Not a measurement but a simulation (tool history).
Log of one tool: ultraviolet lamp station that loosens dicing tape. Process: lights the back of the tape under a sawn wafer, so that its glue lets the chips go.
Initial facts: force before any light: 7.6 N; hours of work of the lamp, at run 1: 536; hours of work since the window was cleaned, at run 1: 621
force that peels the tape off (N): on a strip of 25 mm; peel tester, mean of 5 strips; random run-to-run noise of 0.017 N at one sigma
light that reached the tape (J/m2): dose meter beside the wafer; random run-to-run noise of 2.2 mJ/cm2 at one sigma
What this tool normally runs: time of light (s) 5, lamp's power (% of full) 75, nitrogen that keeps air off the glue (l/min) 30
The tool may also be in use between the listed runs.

run	hour	time of light (s)	lamp's power (% of full)	nitrogen that keeps air off the glue (l/min)	hours of work of the lamp	hours of work since the window was cleaned	force that peels the tape off (N)	light that reached the tape (J/m2)
1	0.0	5	75	30	536	621	1.567	1360
2	52.6	5	63	30	573	658	2.133	1110
# hour 89.3: window cleaned of glue's vapour
3	129.4	5	75	56	627	28	1.423	1290
4	189.0	5	75	56	670	71	1.501	1230
5	225.4	3	75	56	696	97	2.847	720
6	265.8	3	75	56	724	125	3.068	730
7	302.1	3	75	56	750	151	3.115	680
# hour 307.1: lamp changed
8	354.2	5	75	30	33	188	0.890	1960
9	406.6	5	75	30	71	225	0.879	1860
10	453.9	5	75	30	104	258	0.974	1820
11	521.9	5	75	30	153	307	0.978	1830
12	567.5	5	75	30	185	339	1.049	1760
13	616.8	5	75	30	220	374	1.051	1740
14	688.3	5	75	30	271	425	1.142	1690
15	727.6	5	75	30	299	453	1.180	1660
16	801.5	5	75	30	351	506	1.261	1590
17	877.1	5	75	29	405	559	1.344	1550
18	937.0	5	75	17	448	602	1.568	1510
19	979.7	5	75	17	478	632	1.683	1450
20	1026.9	5	75	17	512	666	1.794	1380
# hour 1055.7: window cleaned of glue's vapour
21	1100.4	5	64	30	564	32	1.914	1230
22	1163.1	4	75	30	608	76	2.129	1080
23	1195.9	2	60	13	631	100	4.945	430
24	1274.1	7	66	27	687	155	1.333	1550
25	1316.4	7	89	25	717	185	0.829	2050
# hour 1369.3: lamp changed
26	1370.7	7	89	25	1	223	0.355	3220
27	1424.6	7	89	25	39	261	0.365	3190
28	1489.3	5	96	34	85	308	0.561	2370
29	1529.7	3	81	37	114	336	1.803	1170
30	1573.2	4	88	30	145	367	1.141	1660
31	1649.8	10	73	36	199	422	0.276	3310
32	1708.5	5	71	41	241	463	1.125	1540
33	1762.5	5	71	41	279	502	1.213	1500
34	1822.0	5	66	17	322	544	1.855	1410
35	1889.0	5	75	11	369	592	1.880	1540
36	1925.8	5	75	11	396	618	1.916	1500
37	1990.3	5	75	11	441	664	2.011	1440
# hour 2019.6: window cleaned of glue's vapour
38	2034.3	5	75	11	472	10	1.946	1440
39	2101.0	5	75	56	520	58	1.229	1370
40	2155.6	5	65	33	559	97	1.826	1150
41	2223.7	5	65	33	607	145	1.888	1140
42	2298.3	5	65	33	660	198	2.068	1080
43	2374.0	9	78	13	714	252	0.942	2170
44	2408.0	10	71	20	738	276	0.828	2170

Measured result minus the same run's result without the hidden state. Both carry the same run-to-run variation, though not necessarily the same gauge scatter:
The tool's hidden condition here consists of: lamp's light, % of a new lamp's; light that the window lets through, % of a clean one's; drift of the gauge itself on peel_n, %; drift of the gauge itself on dose_mj_cm2, %.
run	force that peels the tape off (N)	light that reached the tape (J/m2)
1	+0.767	-670
2	+1.002	-590
3	+0.755	-690
4	+0.839	-750
5	+1.252	-460
6	+1.393	-490
7	+1.458	-500
8	+0.054	-60
9	+0.087	-110
10	+0.128	-150
11	+0.174	-200
12	+0.222	-240
13	+0.251	-280
14	+0.319	-330
15	+0.360	-360
16	+0.440	-420
17	+0.513	-470
18	+0.607	-520
19	+0.678	-560
20	+0.761	-590
21	+0.790	-500
22	+0.910	-510
23	+0.928	-210
24	+0.757	-900
25	+0.500	-1260
26	+0.014	-70
27	+0.028	-150
28	+0.078	-180
29	+0.227	-120
30	+0.212	-200
31	+0.051	-540
32	+0.309	-300
33	+0.371	-350
34	+0.550	-370
35	+0.621	-470
36	+0.668	-500
37	+0.762	-550
38	+0.711	-530
39	+0.573	-580
40	+0.816	-540
41	+0.899	-590
42	+1.054	-650
43	+0.598	-1500
44	+0.526	-1580
